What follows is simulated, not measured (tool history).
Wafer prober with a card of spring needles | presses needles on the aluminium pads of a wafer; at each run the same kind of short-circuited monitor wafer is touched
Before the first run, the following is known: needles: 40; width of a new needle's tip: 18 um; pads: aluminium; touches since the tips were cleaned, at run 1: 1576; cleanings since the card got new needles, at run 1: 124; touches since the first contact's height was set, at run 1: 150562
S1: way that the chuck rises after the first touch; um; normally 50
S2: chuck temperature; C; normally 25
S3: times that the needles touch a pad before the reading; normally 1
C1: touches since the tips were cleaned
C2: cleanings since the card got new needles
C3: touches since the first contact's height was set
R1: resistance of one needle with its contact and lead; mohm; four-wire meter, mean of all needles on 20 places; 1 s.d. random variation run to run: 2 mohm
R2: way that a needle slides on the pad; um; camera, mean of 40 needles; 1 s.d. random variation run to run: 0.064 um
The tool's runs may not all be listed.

| run | hour | S1 | S2 | S3 | C1 | C2 | C3 | R1 | R2 |
|---|---|---|---|---|---|---|---|---|---|
| 1 | 0.0 | 50 | 25 | 1 | 1576 | 124 | 150562 | 249 | 11.36 |
|  | 6.4 | tips cleaned on abrasive film |
|  | 22.2 | tips cleaned on abrasive film |
|  | 37.9 | tips cleaned on abrasive film |
|  | 53.7 | tips cleaned on abrasive film |
| 2 | 64.9 | 50 | 25 | 1 | 2210 | 128 | 163325 | 256 | 11.24 |
|  | 68.1 | tips cleaned on abrasive film |
|  | 83.8 | tips cleaned on abrasive film |
|  | 96.5 | tips cleaned on abrasive film |
|  | 112.3 | tips cleaned on abrasive film |
|  | 128.0 | tips cleaned on abrasive film |
| 3 | 128.0 | 50 | 25 | 1 | 0 | 133 | 175717 | 223 | 11.17 |
|  | 143.6 | tips cleaned on abrasive film |
|  | 159.3 | tips cleaned on abrasive film |
|  | 175.1 | tips cleaned on abrasive film |
|  | 190.9 | tips cleaned on abrasive film |
| 4 | 194.8 | 50 | 25 | 1 | 760 | 137 | 188844 | 241 | 11.13 |
|  | 204.3 | tips cleaned on abrasive film |
|  | 219.9 | tips cleaned on abrasive film |
|  | 235.6 | tips cleaned on abrasive film |
|  | 248.3 | tips cleaned on abrasive film |
| 5 | 252.7 | 50 | 25 | 2 | 865 | 141 | 200225 | 228 | 11.14 |
|  | 261.9 | tips cleaned on abrasive film |
|  | 277.7 | tips cleaned on abrasive film |
|  | 290.4 | tips cleaned on abrasive film |
|  | 306.1 | tips cleaned on abrasive film |
| 6 | 310.5 | 50 | 25 | 1 | 870 | 145 | 211599 | 239 | 10.96 |
|  | 320.0 | tips cleaned on abrasive film |
|  | 335.8 | tips cleaned on abrasive film |
|  | 351.6 | tips cleaned on abrasive film |
| 7 | 362.6 | 50 | 40 | 1 | 2176 | 148 | 221844 | 260 | 11.07 |
|  | 365.8 | tips cleaned on abrasive film |
|  | 381.5 | tips cleaned on abrasive film |
|  | 397.1 | tips cleaned on abrasive film |
|  | 397.4 | height of the first contact set anew |
| 8 | 403.5 | 50 | 40 | 1 | 1215 | 151 | 1215 | 260 | 10.37 |
|  | 413.0 | tips cleaned on abrasive film |
|  | 428.6 | tips cleaned on abrasive film |
|  | 444.3 | tips cleaned on abrasive film |
|  | 460.1 | tips cleaned on abrasive film |
| 9 | 467.9 | 50 | 40 | 1 | 1531 | 155 | 13868 | 258 | 10.28 |
|  | 474.2 | tips cleaned on abrasive film |
|  | 490.0 | tips cleaned on abrasive film |
|  | 505.7 | tips cleaned on abrasive film |
| 10 | 508.1 | 50 | 40 | 1 | 480 | 158 | 21776 | 243 | 10.18 |
|  | 521.0 | height of the first contact set anew, once more |
|  | 521.1 | tips cleaned on abrasive film |
|  | 536.9 | tips cleaned on abrasive film |
|  | 550.7 | tips cleaned on abrasive film |
| 11 | 550.7 | 50 | 40 | 1 | 0 | 161 | 5832 | 231 | 11.97 |
|  | 563.4 | tips cleaned on abrasive film |
|  | 579.0 | tips cleaned on abrasive film |
|  | 594.8 | tips cleaned on abrasive film |
|  | 608.3 | tips cleaned on abrasive film |
| 12 | 608.3 | 50 | 40 | 1 | 0 | 165 | 17146 | 231 | 11.94 |
|  | 621.0 | tips cleaned on abrasive film |
|  | 636.8 | tips cleaned on abrasive film |
| 13 | 641.0 | 50 | 40 | 1 | 833 | 167 | 23568 | 241 | 11.93 |
|  | 650.5 | tips cleaned on abrasive film |
|  | 663.1 | tips cleaned on abrasive film |
|  | 678.9 | tips cleaned on abrasive film |
|  | 694.7 | tips cleaned on abrasive film |
|  | 707.5 | tips cleaned on abrasive film |
| 14 | 707.5 | 35 | 54 | 3 | 0 | 172 | 36631 | 241 | 8.20 |
|  | 723.3 | tips cleaned on abrasive film |
|  | 739.0 | tips cleaned on abrasive film |
|  | 754.8 | tips cleaned on abrasive film |
| 15 | 766.6 | 50 | 76 | 1 | 2322 | 175 | 48260 | 277 | 11.74 |
|  | 769.8 | tips cleaned on abrasive film |
|  | 785.6 | tips cleaned on abrasive film |
|  | 801.1 | tips cleaned on abrasive film |
|  | 816.9 | tips cleaned on abrasive film |
| 16 | 818.3 | 50 | 53 | 1 | 284 | 179 | 58425 | 242 | 11.75 |
|  | 831.0 | tips cleaned on abrasive film |
|  | 846.5 | tips cleaned on abrasive film |
|  | 860.7 | tips cleaned on abrasive film |
| 17 | 860.7 | 58 | 29 | 3 | 0 | 182 | 66746 | 219 | 13.62 |
|  | 876.0 | tips cleaned on abrasive film |
|  | 891.8 | tips cleaned on abrasive film |
| 18 | 903.8 | 58 | 29 | 3 | 2382 | 184 | 75245 | 235 | 13.62 |
|  | 907.1 | tips cleaned on abrasive film |
|  | 922.8 | tips cleaned on abrasive film |
|  | 935.5 | tips cleaned on abrasive film |
|  | 951.0 | tips cleaned on abrasive film |
| 19 | 955.0 | 41 | 63 | 1 | 805 | 188 | 85301 | 262 | 9.42 |
|  | 964.3 | tips cleaned on abrasive film |
|  | 980.0 | tips cleaned on abrasive film |
|  | 995.8 | tips cleaned on abrasive film |
| 20 | 1005.4 | 41 | 115 | 3 | 1912 | 191 | 95214 | 266 | 9.40 |
|  | 1008.7 | tips cleaned on abrasive film |
|  | 1024.3 | tips cleaned on abrasive film |
|  | 1037.0 | tips cleaned on abrasive film |
| 21 | 1049.4 | 66 | 79 | 3 | 2447 | 194 | 103848 | 237 | 15.33 |
|  | 1052.6 | tips cleaned on abrasive film |
|  | 1068.3 | tips cleaned on abrasive film |
|  | 1084.1 | tips cleaned on abrasive film |
|  | 1099.8 | tips cleaned on abrasive film |
| 22 | 1107.4 | 66 | 59 | 1 | 1510 | 198 | 115264 | 241 | 15.31 |
|  | 1113.8 | tips cleaned on abrasive film |
|  | 1129.5 | tips cleaned on abrasive film |
|  | 1145.3 | tips cleaned on abrasive film |
| 23 | 1151.2 | 65 | 112 | 2 | 1165 | 201 | 123856 | 244 | 14.89 |
|  | 1160.7 | tips cleaned on abrasive film |
|  | 1176.3 | tips cleaned on abrasive film |
| 24 | 1183.4 | 65 | 29 | 2 | 1392 | 203 | 130189 | 233 | 15.03 |
|  | 1189.8 | tips cleaned on abrasive film |
|  | 1205.5 | tips cleaned on abrasive film |
|  | 1221.3 | tips cleaned on abrasive film |
|  | 1236.8 | tips cleaned on abrasive film |
| 25 | 1242.6 | 33 | 116 | 2 | 1142 | 207 | 141829 | 293 | 7.23 |
|  | 1252.1 | tips cleaned on abrasive film |
|  | 1264.8 | tips cleaned on abrasive film |
|  | 1280.4 | tips cleaned on abrasive film |
| 26 | 1281.4 | 33 | 116 | 2 | 196 | 210 | 149442 | 278 | 7.18 |

Predict each of these 4 candidate next runs independently; none follows another, all start after run 26:
|  | 1293.8 | tips cleaned on abrasive film |
|  | 1309.6 | tips cleaned on abrasive film |
|  | 1325.4 | tips cleaned on abrasive film |
|  | 1341.2 | tips cleaned on abrasive film |
| A | 1351.1 | 45 | 28 | 1 | 1969 | 214 | 163166 | ? | ? |
|  | 1293.8 | tips cleaned on abrasive film |
|  | 1309.6 | tips cleaned on abrasive film |
|  | 1325.4 | tips cleaned on abrasive film |
|  | 1341.2 | tips cleaned on abrasive film |
| B | 1351.1 | 56 | 52 | 1 | 1969 | 214 | 163166 | ? | ? |
|  | 1293.8 | tips cleaned on abrasive film |
|  | 1309.6 | tips cleaned on abrasive film |
|  | 1325.4 | tips cleaned on abrasive film |
|  | 1341.2 | tips cleaned on abrasive film |
| C | 1351.1 | 50 | 109 | 1 | 1969 | 214 | 163166 | ? | ? |
|  | 1293.8 | tips cleaned on abrasive film |
|  | 1309.6 | tips cleaned on abrasive film |
|  | 1325.4 | tips cleaned on abrasive film |
|  | 1341.2 | tips cleaned on abrasive film |
| D | 1351.1 | 33 | 92 | 1 | 1969 | 214 | 163166 | ? | ? |

| run | R1 | R2 |
|---|---|---|
| A | 271 | 10.01 |
| B | 258 | 12.74 |
| C | 281 | 11.29 |
| D | 329 | 7.26 |
Had the tool no hidden state, the same runs would have come out as:
| run | R1 | R2 |
|---|---|---|
| A | 220 | 10.80 |
| B | 225 | 13.53 |
| C | 242 | 12.08 |
| D | 243 | 8.05 |

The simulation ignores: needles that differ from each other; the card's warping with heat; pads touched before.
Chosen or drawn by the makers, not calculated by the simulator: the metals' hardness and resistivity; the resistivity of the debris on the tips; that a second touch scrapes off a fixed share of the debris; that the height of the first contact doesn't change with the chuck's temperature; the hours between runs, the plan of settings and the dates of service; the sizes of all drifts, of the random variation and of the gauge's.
